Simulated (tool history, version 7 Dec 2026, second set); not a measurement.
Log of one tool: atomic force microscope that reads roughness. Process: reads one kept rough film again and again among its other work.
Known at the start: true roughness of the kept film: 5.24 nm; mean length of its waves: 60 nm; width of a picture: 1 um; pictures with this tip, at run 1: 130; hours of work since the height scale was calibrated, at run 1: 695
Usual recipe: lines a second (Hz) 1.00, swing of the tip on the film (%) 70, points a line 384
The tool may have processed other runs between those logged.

run    hour  lines a second (Hz)  swing of the tip on the film (%)  points a line  pictures with this tip  hours of work since the height scale was calibrated  roughness of the kept film (nm (root mean square))
  1     0.0                 1.00                                70            384                     130                                                  695                                               4.677
  2    18.7                 1.00                                70            384                     153                                                  709                                               4.678
  3    60.7                 1.00                                70            384                     205                                                  742                                               4.595
  4    99.7                 1.00                                70            384                     254                                                  773                                               4.513
      113.2  -- new tip fitted
  5   142.5                 1.00                                70            384                      36                                                  805                                               4.785
  6   175.1                 1.00                                70            384                      77                                                  831                                               4.798
  7   208.6                 1.00                                70            384                     118                                                  857                                               4.707
  8   237.0                 1.00                                70            384                     154                                                  879                                               4.670
  9   269.0                 1.26                                70            384                     193                                                  904                                               4.605
 10   306.3                 1.00                                62            384                     240                                                  933                                               4.573
      333.6  -- new tip fitted
 11   350.5                 1.00                                62            384                      21                                                  967                                               4.877
 12   370.5                 1.00                                63            384                      46                                                  983                                               4.831
 13   394.5                 1.00                                81            384                      75                                                 1001                                               4.720
 14   430.0                 0.88                                81            384                     120                                                 1029                                               4.649
 15   453.8                 1.85                                81            384                     149                                                 1047                                               4.513
 16   490.2                 1.00                                70            384                     194                                                 1076                                               4.576
 17   520.2                 1.00                                67            384                     231                                                 1099                                               4.538
      553.0  -- new tip fitted
 18   553.9                 1.00                                67            975                       1                                                 1125                                               4.892
 19   584.8                 1.00                                67            975                      39                                                 1149                                               4.848
 20   616.0                 1.00                                70            420                      78                                                 1173                                               4.746
 21   638.2                 1.00                                81            384                     105                                                 1191                                               4.630
 22   675.1                 3.16                                56            603                     151                                                 1219                                               4.675
      678.6  -- height scale calibrated on a step standard
 23   711.4                 3.16                                56            603                     195                                                   26                                               4.540
 24   731.8                 0.68                                74            603                     220                                                   41                                               4.526
      770.3  -- height scale calibrated on a step standard, once more
 25   770.3                 1.00                                62           1017                     267                                                    0                                               4.557
      773.9  -- new tip fitted
 26   815.6                 1.00                                56            384                      51                                                   35                                               4.895
 27   845.7                 1.00                                62            384                      89                                                   58                                               4.806
 28   871.7                 1.00                                62            384                     121                                                   79                                               4.784
 29   910.1                 4.00                                79            384                     169                                                  108                                               4.256
 30   938.7                 4.00                                79            384                     204                                                  131                                               4.206
 31   980.7                 4.00                                79            384                     256                                                  163                                               4.146
      992.5  -- new tip fitted
 32  1002.4                 4.00                                79            384                      13                                                  180                                               4.499
 33  1028.7                 4.00                                58            337                      45                                                  200                                               4.790
 34  1058.5                 2.13                                59            636                      82                                                  224                                               4.764
 35  1099.0                 2.13                                59            636                     133                                                  255                                               4.720
 36  1126.2                 2.85                                70            384                     166                                                  276                                               4.491
 37  1161.5                 0.68                                70            477                     210                                                  304                                               4.605
 38  1197.2                 0.68                                79            429                     254                                                  332                                               4.552
     1213.1  -- new tip fitted
 39  1232.5                 2.01                                65            324                      24                                                  359                                               4.850
 40  1262.6                 2.01                                65            324                      61                                                  382                                               4.768
 41  1288.0                 3.17                                70            472                      93                                                  402                                               4.665

What if the next run were any one of these 3? Each begins from the tool's condition after run 41:
  A  1328.9                 1.54                                80            659                     143                                                  434                                                   ?
  B  1328.9                 3.17                                70            927                     143                                                  434                                                   ?
  C  1328.9                 3.17                                70            382                     143                                                  434                                                   ?

run  roughness of the kept film (nm (root mean square))
  A                                               4.551
  B                                               4.523
  C                                               4.510
Take away the tool's hidden state, keep each run's random variation, and the runs would have read:
run  roughness of the kept film (nm (root mean square))
  A                                               4.799
  B                                               4.770
  C                                               4.756

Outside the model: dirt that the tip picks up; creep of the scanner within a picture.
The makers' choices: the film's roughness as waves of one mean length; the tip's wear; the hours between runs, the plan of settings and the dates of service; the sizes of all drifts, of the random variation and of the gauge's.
